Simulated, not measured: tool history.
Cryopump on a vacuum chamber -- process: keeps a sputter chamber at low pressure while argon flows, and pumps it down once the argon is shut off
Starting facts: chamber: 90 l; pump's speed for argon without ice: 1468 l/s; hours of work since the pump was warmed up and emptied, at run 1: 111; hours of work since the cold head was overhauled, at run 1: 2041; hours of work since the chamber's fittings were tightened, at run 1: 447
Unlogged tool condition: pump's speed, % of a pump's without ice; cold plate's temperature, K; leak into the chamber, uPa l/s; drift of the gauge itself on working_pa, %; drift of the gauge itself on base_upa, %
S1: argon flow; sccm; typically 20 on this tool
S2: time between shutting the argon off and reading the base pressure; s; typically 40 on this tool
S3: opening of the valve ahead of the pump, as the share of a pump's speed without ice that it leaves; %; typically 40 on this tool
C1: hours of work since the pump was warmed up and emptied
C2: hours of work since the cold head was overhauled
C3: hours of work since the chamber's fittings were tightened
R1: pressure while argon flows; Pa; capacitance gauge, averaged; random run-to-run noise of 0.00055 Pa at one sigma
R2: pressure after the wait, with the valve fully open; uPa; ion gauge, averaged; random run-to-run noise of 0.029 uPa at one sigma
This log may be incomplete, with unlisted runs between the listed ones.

{"run": 1, "hour": 0.0, "S1": 20, "S2": 40, "S3": 40, "C1": 111, "C2": 2041, "C3": 447, "R1": 0.0618, "R2": 1.64}
{"run": 2, "hour": 91.1, "S1": 20, "S2": 40, "S3": 40, "C1": 166, "C2": 2096, "C3": 501, "R1": 0.0646, "R2": 1.65}
{"run": 3, "hour": 153.3, "S1": 20, "S2": 40, "S3": 40, "C1": 203, "C2": 2133, "C3": 539, "R1": 0.065, "R2": 1.64}
{"run": 4, "hour": 198.7, "S1": 20, "S2": 40, "S3": 40, "C1": 231, "C2": 2160, "C3": 566, "R1": 0.0658, "R2": 1.66}
{"run": 5, "hour": 257.9, "S1": 20, "S2": 40, "S3": 40, "C1": 266, "C2": 2196, "C3": 601, "R1": 0.0669, "R2": 1.68}
{"run": 6, "hour": 344.3, "S1": 20, "S2": 40, "S3": 40, "C1": 318, "C2": 2248, "C3": 653, "R1": 0.0685, "R2": 1.73}
{"hour": 408.4, "done": "pump warmed up, emptied and cooled again"}
{"run": 7, "hour": 415.9, "S1": 20, "S2": 40, "S3": 40, "C1": 4, "C2": 2288, "C3": 693, "R1": 0.0588, "R2": 1.6}
{"run": 8, "hour": 507.1, "S1": 20, "S2": 40, "S3": 40, "C1": 59, "C2": 2343, "C3": 748, "R1": 0.0609, "R2": 1.63}
{"run": 9, "hour": 565.2, "S1": 20, "S2": 40, "S3": 40, "C1": 94, "C2": 2378, "C3": 783, "R1": 0.061, "R2": 1.58}
{"run": 10, "hour": 644.9, "S1": 20, "S2": 40, "S3": 40, "C1": 142, "C2": 2426, "C3": 831, "R1": 0.0635, "R2": 1.73}
{"run": 11, "hour": 703.5, "S1": 20, "S2": 40, "S3": 40, "C1": 177, "C2": 2461, "C3": 866, "R1": 0.0638, "R2": 1.69}
{"run": 12, "hour": 746.8, "S1": 20, "S2": 40, "S3": 42, "C1": 203, "C2": 2487, "C3": 892, "R1": 0.0614, "R2": 1.69}
{"run": 13, "hour": 793.4, "S1": 20, "S2": 40, "S3": 42, "C1": 231, "C2": 2515, "C3": 920, "R1": 0.0621, "R2": 1.76}
{"run": 14, "hour": 876.0, "S1": 20, "S2": 40, "S3": 42, "C1": 281, "C2": 2564, "C3": 970, "R1": 0.0641, "R2": 1.78}
{"run": 15, "hour": 968.0, "S1": 20, "S2": 40, "S3": 42, "C1": 336, "C2": 2620, "C3": 1025, "R1": 0.0669, "R2": 1.82}
{"hour": 1003.5, "done": "pump warmed up, emptied and cooled again"}
{"run": 16, "hour": 1051.6, "S1": 8, "S2": 40, "S3": 42, "C1": 29, "C2": 2667, "C3": 1072, "R1": 0.0225, "R2": 1.65}
{"run": 17, "hour": 1129.0, "S1": 20, "S2": 40, "S3": 40, "C1": 75, "C2": 2713, "C3": 1119, "R1": 0.061, "R2": 1.7}
{"run": 18, "hour": 1215.7, "S1": 20, "S2": 56, "S3": 40, "C1": 127, "C2": 2765, "C3": 1171, "R1": 0.0614, "R2": 1.44}
{"run": 19, "hour": 1281.9, "S1": 20, "S2": 56, "S3": 40, "C1": 167, "C2": 2805, "C3": 1211, "R1": 0.064, "R2": 1.4}
{"run": 20, "hour": 1342.7, "S1": 12, "S2": 56, "S3": 20, "C1": 204, "C2": 2842, "C3": 1247, "R1": 0.0723, "R2": 1.46}
{"run": 21, "hour": 1393.6, "S1": 12, "S2": 56, "S3": 20, "C1": 234, "C2": 2872, "C3": 1278, "R1": 0.0736, "R2": 1.44}

The next listed run, before its measurement:
{"run": 22, "hour": 1487.9, "S1": 27, "S2": 206, "S3": 17, "C1": 291, "C2": 2929, "C3": 1334, "R1": "?", "R2": "?"}

R1: 0.1981 Pa
R2: 0.93 uPa
Without the tool's hidden state the same run would have given R1 0.1843 Pa, R2 0.44 uPa.
